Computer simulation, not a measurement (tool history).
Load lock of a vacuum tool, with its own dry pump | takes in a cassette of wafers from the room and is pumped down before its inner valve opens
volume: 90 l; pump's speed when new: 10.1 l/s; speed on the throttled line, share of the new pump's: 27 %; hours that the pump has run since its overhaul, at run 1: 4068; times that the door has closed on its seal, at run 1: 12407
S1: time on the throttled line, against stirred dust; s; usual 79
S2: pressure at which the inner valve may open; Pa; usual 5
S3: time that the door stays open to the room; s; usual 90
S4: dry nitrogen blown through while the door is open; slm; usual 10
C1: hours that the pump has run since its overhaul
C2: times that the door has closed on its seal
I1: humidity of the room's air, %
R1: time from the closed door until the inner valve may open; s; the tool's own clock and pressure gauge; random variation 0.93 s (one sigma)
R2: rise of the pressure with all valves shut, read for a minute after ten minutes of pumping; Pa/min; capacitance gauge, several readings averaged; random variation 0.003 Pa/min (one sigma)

{"run": 1, "hour": 0.0, "S1": 79, "S2": 5, "S3": 90, "S4": 10, "C1": 4068, "C2": 12407, "I1": 43.0, "R1": 149.8, "R2": 0.101}
{"run": 2, "hour": 163.3, "S1": 79, "S2": 5, "S3": 90, "S4": 10, "C1": 4231, "C2": 12979, "I1": 45.1, "R1": 150.9, "R2": 0.103}
{"run": 3, "hour": 408.6, "S1": 79, "S2": 5, "S3": 90, "S4": 10, "C1": 4477, "C2": 13839, "I1": 43.6, "R1": 151.1, "R2": 0.108}
{"run": 4, "hour": 768.3, "S1": 79, "S2": 5, "S3": 90, "S4": 10, "C1": 4836, "C2": 15099, "I1": 45.0, "R1": 150.9, "R2": 0.127}
{"run": 5, "hour": 1095.0, "S1": 79, "S2": 5, "S3": 90, "S4": 10, "C1": 5163, "C2": 16244, "I1": 44.6, "R1": 149.6, "R2": 0.135}
{"run": 6, "hour": 1357.3, "S1": 79, "S2": 5, "S3": 90, "S4": 10, "C1": 5425, "C2": 17163, "I1": 44.3, "R1": 151.5, "R2": 0.142}
{"run": 7, "hour": 1588.9, "S1": 79, "S2": 5, "S3": 90, "S4": 10, "C1": 5657, "C2": 17974, "I1": 46.6, "R1": 153.8, "R2": 0.152}
{"run": 8, "hour": 1891.3, "S1": 79, "S2": 5, "S3": 87, "S4": 10, "C1": 5959, "C2": 19034, "I1": 43.9, "R1": 152.1, "R2": 0.16}
{"run": 9, "hour": 2067.6, "S1": 79, "S2": 5, "S3": 90, "S4": 10, "C1": 6136, "C2": 19651, "I1": 42.1, "R1": 150.8, "R2": 0.168}
{"run": 10, "hour": 2216.4, "S1": 79, "S2": 5, "S3": 90, "S4": 10, "C1": 6285, "C2": 20173, "I1": 46.9, "R1": 151.9, "R2": 0.178}
{"run": 11, "hour": 2498.3, "S1": 79, "S2": 5, "S3": 90, "S4": 10, "C1": 6566, "C2": 21160, "I1": 47.1, "R1": 152.1, "R2": 0.19}
{"run": 12, "hour": 2739.5, "S1": 79, "S2": 5, "S3": 90, "S4": 10, "C1": 6808, "C2": 22005, "I1": 47.0, "R1": 152.4, "R2": 0.196}
{"run": 13, "hour": 3105.1, "S1": 79, "S2": 5, "S3": 90, "S4": 10, "C1": 7173, "C2": 23286, "I1": 42.6, "R1": 152.6, "R2": 0.214}
{"run": 14, "hour": 3340.4, "S1": 79, "S2": 5, "S3": 90, "S4": 10, "C1": 7409, "C2": 24110, "I1": 44.0, "R1": 153.0, "R2": 0.224}
{"run": 15, "hour": 3504.2, "S1": 79, "S2": 5, "S3": 90, "S4": 10, "C1": 7572, "C2": 24684, "I1": 43.0, "R1": 154.1, "R2": 0.234}
{"run": 16, "hour": 3719.6, "S1": 79, "S2": 5, "S3": 90, "S4": 10, "C1": 7788, "C2": 25439, "I1": 44.7, "R1": 151.7, "R2": 0.232}
{"run": 17, "hour": 3949.0, "S1": 119, "S2": 5, "S3": 224, "S4": 10, "C1": 8017, "C2": 26243, "I1": 41.9, "R1": 181.7, "R2": 0.263}
{"run": 18, "hour": 4135.2, "S1": 119, "S2": 5, "S3": 224, "S4": 10, "C1": 8203, "C2": 26895, "I1": 45.1, "R1": 182.8, "R2": 0.271}
{"run": 19, "hour": 4444.3, "S1": 119, "S2": 5, "S3": 161, "S4": 38, "C1": 8512, "C2": 27978, "I1": 44.5, "R1": 182.7, "R2": 0.27}
{"run": 20, "hour": 4752.1, "S1": 78, "S2": 7, "S3": 161, "S4": 14, "C1": 8820, "C2": 29056, "I1": 43.9, "R1": 149.0, "R2": 0.296}
{"run": 21, "hour": 4931.1, "S1": 78, "S2": 7, "S3": 161, "S4": 14, "C1": 8999, "C2": 29683, "I1": 44.4, "R1": 149.6, "R2": 0.306}
{"run": 22, "hour": 5091.1, "S1": 53, "S2": 7, "S3": 161, "S4": 9, "C1": 9159, "C2": 30244, "I1": 47.2, "R1": 133.2, "R2": 0.315}
{"run": 23, "hour": 5363.1, "S1": 53, "S2": 7, "S3": 161, "S4": 9, "C1": 9431, "C2": 31197, "I1": 46.9, "R1": 132.2, "R2": 0.342}

Forecast run 24:
{"run": 24, "hour": 5693.8, "S1": 53, "S2": 7, "S3": 161, "S4": 9, "C1": 9762, "C2": 32355, "I1": 45.3, "R1": "?", "R2": "?"}

{"run 24": {"R1": 133.7, "R2": 0.352}}
Without the tool's hidden state the same run would have given R1 125.1 s, R2 0.030 Pa/min.

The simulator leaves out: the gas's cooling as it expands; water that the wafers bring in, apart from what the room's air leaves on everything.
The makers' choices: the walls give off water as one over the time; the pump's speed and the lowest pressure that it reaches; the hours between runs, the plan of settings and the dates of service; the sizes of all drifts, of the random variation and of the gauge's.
